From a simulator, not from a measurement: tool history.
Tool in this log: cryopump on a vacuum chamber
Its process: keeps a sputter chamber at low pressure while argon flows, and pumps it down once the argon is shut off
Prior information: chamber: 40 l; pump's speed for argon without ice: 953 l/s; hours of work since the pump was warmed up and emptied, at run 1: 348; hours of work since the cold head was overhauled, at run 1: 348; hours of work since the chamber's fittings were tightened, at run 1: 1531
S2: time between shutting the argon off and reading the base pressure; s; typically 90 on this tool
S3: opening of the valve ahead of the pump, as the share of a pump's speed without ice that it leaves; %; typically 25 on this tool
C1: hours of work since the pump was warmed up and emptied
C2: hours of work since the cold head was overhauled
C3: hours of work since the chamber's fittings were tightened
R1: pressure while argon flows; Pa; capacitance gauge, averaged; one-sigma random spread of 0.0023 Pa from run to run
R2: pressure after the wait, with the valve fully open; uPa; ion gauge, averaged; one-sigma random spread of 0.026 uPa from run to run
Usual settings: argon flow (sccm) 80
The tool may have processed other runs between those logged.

Run 1, day 0: usual settings; C1 348; C2 348; C3 1531. Result: R1 0.611 Pa, R2 3.22 uPa.
At day 0.438: pump warmed up, emptied and cooled again.
Run 2, day 1.45: usual settings but S2 28 s; C1 18; C2 370; C3 1552. Result: R1 0.5698 Pa, R2 4.2 uPa.
Run 3, day 2.238: usual settings but S2 28 s; C1 31; C2 384; C3 1566. Result: R1 0.5701 Pa, R2 4.27 uPa.
Run 4, day 3.238: usual settings but S2 28 s; C1 48; C2 401; C3 1583. Result: R1 0.5737 Pa, R2 4.43 uPa.
Run 5, day 4.467: usual settings; C1 70; C2 422; C3 1605. Result: R1 0.5774 Pa, R2 2.86 uPa.
Run 6, day 5.262: usual settings; C1 84; C2 436; C3 1618. Result: R1 0.5807 Pa, R2 2.89 uPa.
Run 7, day 5.967: usual settings but S2 39 s; C1 96; C2 448; C3 1631. Result: R1 0.5786 Pa, R2 3.75 uPa.
Run 8, day 6.933: usual settings but S2 39 s; C1 113; C2 465; C3 1647. Result: R1 0.5808 Pa, R2 3.93 uPa.
Run 9, day 8.404: usual settings but S2 39 s; C1 138; C2 490; C3 1673. Result: R1 0.5822 Pa, R2 3.96 uPa.
Run 10, day 9.55: usual settings; C1 158; C2 510; C3 1693. Result: R1 0.5903 Pa, R2 3.16 uPa.
Run 11, day 10.508: usual settings; C1 174; C2 527; C3 1709. Result: R1 0.5885 Pa, R2 3.21 uPa.
Run 12, day 12.104: usual settings; C1 202; C2 554; C3 1737. Result: R1 0.5953 Pa, R2 3.13 uPa.
Run 13, day 13.017: usual settings but S3 50 %; C1 218; C2 570; C3 1753. Result: R1 0.315 Pa, R2 3.21 uPa.
Run 14, day 14.3: usual settings but S3 50 %; C1 240; C2 593; C3 1775. Result: R1 0.3168 Pa, R2 3.29 uPa.
Run 15, day 15.042: usual settings but S3 50 %; C1 253; C2 605; C3 1788. Result: R1 0.3164 Pa, R2 3.32 uPa.
Run 16, day 16.229: usual settings; C1 274; C2 626; C3 1808. Result: R1 0.6037 Pa, R2 3.38 uPa.
Run 17, day 17.008: usual settings; C1 287; C2 639; C3 1822. Result: R1 0.6057 Pa, R2 3.51 uPa.
Run 18, day 18.546: usual settings but S2 24 s, S3 53 %; C1 314; C2 666; C3 1849. Result: R1 0.3103 Pa, R2 5.53 uPa.
Run 19, day 20.212: usual settings but S2 24 s, S3 53 %; C1 343; C2 695; C3 1877. Result: R1 0.3159 Pa, R2 5.77 uPa.
At day 20.933: pump warmed up, emptied and cooled again.
Run 20, day 22.079: usual settings but argon flow (sccm) 36, S2 27 s, S3 50 %; C1 20; C2 724; C3 1906. Result: R1 0.1292 Pa, R2 4.83 uPa.
Run 21, day 22.754: usual settings but argon flow (sccm) 36, S2 27 s, S3 50 %; C1 32; C2 735; C3 1918. Result: R1 0.1291 Pa, R2 4.89 uPa.
Run 22, day 24.408: usual settings but argon flow (sccm) 87, S2 226 s, S3 17 %; C1 60; C2 764; C3 1947. Result: R1 0.9161 Pa, R2 2.62 uPa.
Run 23, day 25.642: usual settings but argon flow (sccm) 87, S2 226 s, S3 17 %; C1 82; C2 785; C3 1968. Result: R1 0.9179 Pa, R2 2.85 uPa.
Run 24, day 26.929: usual settings but argon flow (sccm) 45, S2 79 s; C1 104; C2 808; C3 1990. Result: R1 0.3239 Pa, R2 3.35 uPa.
Run 25, day 28.129: usual settings but argon flow (sccm) 45, S2 79 s; C1 125; C2 829; C3 2011. Result: R1 0.3293 Pa, R2 3.5 uPa.
Run 26, day 28.942: usual settings but argon flow (sccm) 111, S2 115 s, S3 29 %; C1 139; C2 843; C3 2025. Result: R1 0.708 Pa, R2 3.21 uPa.
Run 27, day 30.421: usual settings but S2 134 s, S3 21 %; C1 164; C2 868; C3 2051. Result: R1 0.6957 Pa, R2 3.33 uPa.
Run 28, day 31.188: usual settings but argon flow (sccm) 83, S2 114 s, S3 53 %; C1 178; C2 882; C3 2064. Result: R1 0.3005 Pa, R2 3.44 uPa.
Run 29, day 32.229: usual settings but argon flow (sccm) 95, S2 211 s; C1 196; C2 900; C3 2082. Result: R1 0.7016 Pa, R2 3.17 uPa.
Run 30, day 33.608: usual settings but argon flow (sccm) 71, S2 191 s, S3 21 %; C1 220; C2 924; C3 2106. Result: R1 0.6244 Pa, R2 3.24 uPa.
Run 31, day 34.733: usual settings but argon flow (sccm) 41, S2 111 s, S3 16 %; C1 239; C2 943; C3 2125. Result: R1 0.4738 Pa, R2 3.55 uPa.
Run 32, day 35.575: usual settings but argon flow (sccm) 79, S2 33 s, S3 30 %; C1 254; C2 958; C3 2140. Result: R1 0.5033 Pa, R2 5.02 uPa.
Run 33, day 36.508: usual settings but argon flow (sccm) 104, S2 44 s, S3 43 %; C1 270; C2 974; C3 2156. Result: R1 0.4793 Pa, R2 4.73 uPa.

Predict each of these 4 candidate next runs independently; none follows another, all start after run 33:
Run A, day 38.15: usual settings but argon flow (sccm) 156, S2 44 s, S3 43 %; C1 298; C2 1002; C3 2185. Result: R1 ?, R2 ?.
Run B, day 38.15: usual settings but argon flow (sccm) 97; C1 298; C2 1002; C3 2185. Result: R1 ?, R2 ?.
Run C, day 38.15: usual settings but argon flow (sccm) 104, S2 225 s, S3 43 %; C1 298; C2 1002; C3 2185. Result: R1 ?, R2 ?.
Run D, day 38.15: usual settings but argon flow (sccm) 104, S2 41 s, S3 43 %; C1 298; C2 1002; C3 2185. Result: R1 ?, R2 ?.

run      R1    R2
  A  0.7289  4.92
  B  0.7375  4.02
  C  0.4864  3.53
  D  0.4874  4.77
With the hidden condition removed and each run's random variation left untouched, the same runs would have given:
run      R1    R2
  A   0.645   1.9
  B  0.6857  1.09
  C  0.4304   0.6
  D  0.4314  1.89
